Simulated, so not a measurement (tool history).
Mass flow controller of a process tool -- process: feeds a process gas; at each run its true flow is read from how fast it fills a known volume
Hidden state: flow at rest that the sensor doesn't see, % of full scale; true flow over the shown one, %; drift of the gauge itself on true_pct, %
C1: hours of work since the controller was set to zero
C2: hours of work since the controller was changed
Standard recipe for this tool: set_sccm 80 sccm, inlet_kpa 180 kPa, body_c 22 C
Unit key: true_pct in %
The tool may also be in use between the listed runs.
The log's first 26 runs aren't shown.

{"day": 258.512, "done": "gauge calibrated"}
{"run": 27, "day": 259.042, "set_sccm": 26, "inlet_kpa": 144, "body_c": 22, "C1": 3198, "C2": 3198, "true_pct": 99.66}
{"run": 28, "day": 272.117, "set_sccm": 26, "inlet_kpa": 144, "body_c": 22, "C1": 3311, "C2": 3311, "true_pct": 99.8}
{"run": 29, "day": 277.758, "set_sccm": 26, "inlet_kpa": 144, "body_c": 22, "C1": 3360, "C2": 3360, "true_pct": 99.51}
{"run": 30, "day": 286.304, "set_sccm": 26, "inlet_kpa": 144, "body_c": 22, "C1": 3435, "C2": 3435, "true_pct": 99.54}
{"run": 31, "day": 298.242, "set_sccm": 52, "inlet_kpa": 140, "body_c": 22, "C1": 3539, "C2": 3539, "true_pct": 99.58}
{"run": 32, "day": 310.658, "set_sccm": 42, "inlet_kpa": 180, "body_c": 22, "C1": 3647, "C2": 3647, "true_pct": 99.36}
{"run": 33, "day": 324.062, "set_sccm": 44, "inlet_kpa": 180, "body_c": 26, "C1": 3763, "C2": 3763, "true_pct": 98.86}
{"run": 34, "day": 336.883, "set_sccm": 26, "inlet_kpa": 187, "body_c": 34, "C1": 3875, "C2": 3875, "true_pct": 98.1}
{"run": 35, "day": 349.938, "set_sccm": 26, "inlet_kpa": 187, "body_c": 34, "C1": 3988, "C2": 3988, "true_pct": 97.95}
{"run": 36, "day": 361.308, "set_sccm": 26, "inlet_kpa": 145, "body_c": 30, "C1": 4087, "C2": 4087, "true_pct": 98.41}
{"run": 37, "day": 368.138, "set_sccm": 53, "inlet_kpa": 164, "body_c": 26, "C1": 4147, "C2": 4147, "true_pct": 98.69}
{"run": 38, "day": 379.554, "set_sccm": 155, "inlet_kpa": 160, "body_c": 22, "C1": 4246, "C2": 4246, "true_pct": 99.43}
{"run": 39, "day": 391.079, "set_sccm": 49, "inlet_kpa": 206, "body_c": 22, "C1": 4346, "C2": 4346, "true_pct": 98.83}
{"run": 40, "day": 400.471, "set_sccm": 49, "inlet_kpa": 206, "body_c": 22, "C1": 4428, "C2": 4428, "true_pct": 98.69}
{"run": 41, "day": 406.85, "set_sccm": 121, "inlet_kpa": 180, "body_c": 40, "C1": 4483, "C2": 4483, "true_pct": 97.5}
{"run": 42, "day": 419.521, "set_sccm": 80, "inlet_kpa": 180, "body_c": 24, "C1": 4593, "C2": 4593, "true_pct": 98.38}
{"run": 43, "day": 428.429, "set_sccm": 80, "inlet_kpa": 180, "body_c": 24, "C1": 4671, "C2": 4671, "true_pct": 98.49}
{"run": 44, "day": 434.421, "set_sccm": 78, "inlet_kpa": 234, "body_c": 28, "C1": 4723, "C2": 4723, "true_pct": 97.94}

Consider 4 possible next runs. They are alternatives, not a sequence: every one starts from the tool as it was left by run 44. What does each give?
{"run": "A", "day": 442.788, "set_sccm": 26, "inlet_kpa": 180, "body_c": 22, "C1": 4796, "C2": 4796, "true_pct": "?"}
{"run": "B", "day": 442.788, "set_sccm": 30, "inlet_kpa": 151, "body_c": 28, "C1": 4796, "C2": 4796, "true_pct": "?"}
{"run": "C", "day": 442.788, "set_sccm": 103, "inlet_kpa": 224, "body_c": 22, "C1": 4796, "C2": 4796, "true_pct": "?"}
{"run": "D", "day": 442.788, "set_sccm": 90, "inlet_kpa": 172, "body_c": 22, "C1": 4796, "C2": 4796, "true_pct": "?"}

run=A true_pct=98.5
run=B true_pct=97.94
run=C true_pct=98.64
run=D true_pct=98.55
Take away the tool's hidden state, keep each run's random variation, and the runs would have read:
run=A true_pct=99.82
run=B true_pct=99.26
run=C true_pct=99.97
run=D true_pct=99.89
